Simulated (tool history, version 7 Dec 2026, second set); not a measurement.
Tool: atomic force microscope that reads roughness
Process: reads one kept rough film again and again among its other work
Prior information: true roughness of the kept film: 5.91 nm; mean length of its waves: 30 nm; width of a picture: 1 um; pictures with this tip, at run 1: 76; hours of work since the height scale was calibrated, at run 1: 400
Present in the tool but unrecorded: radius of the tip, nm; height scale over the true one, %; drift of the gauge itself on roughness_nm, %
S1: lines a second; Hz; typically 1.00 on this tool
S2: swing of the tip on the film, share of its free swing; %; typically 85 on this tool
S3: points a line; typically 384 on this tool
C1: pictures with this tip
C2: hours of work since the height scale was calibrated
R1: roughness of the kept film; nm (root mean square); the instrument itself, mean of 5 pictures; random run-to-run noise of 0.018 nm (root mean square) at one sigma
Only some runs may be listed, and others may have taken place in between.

run	hour	S1	S2	S3	C1	C2	R1
1	0.0	1.00	85	384	76	400	4.148
2	6.5	1.00	85	384	91	405	4.098
3	18.4	1.00	85	384	118	413	3.996
4	27.2	3.46	85	384	139	420	3.072
5	39.4	1.00	85	384	167	428	3.882
# hour 46.4: new tip fitted
6	46.7	1.00	85	384	1	433	4.387
7	52.8	1.00	85	384	14	438	4.339
8	63.3	1.00	85	544	39	445	4.301
9	72.1	1.00	85	544	59	452	4.226

Run 10 comes next. What will it give?
10	84.6	1.00	59	810	88	461	?

Run 10 produced R1 4.512 nm (root mean square).
With the hidden condition absent and the run-to-run variation left alone, this run would have shown R1 4.866 nm (root mean square).

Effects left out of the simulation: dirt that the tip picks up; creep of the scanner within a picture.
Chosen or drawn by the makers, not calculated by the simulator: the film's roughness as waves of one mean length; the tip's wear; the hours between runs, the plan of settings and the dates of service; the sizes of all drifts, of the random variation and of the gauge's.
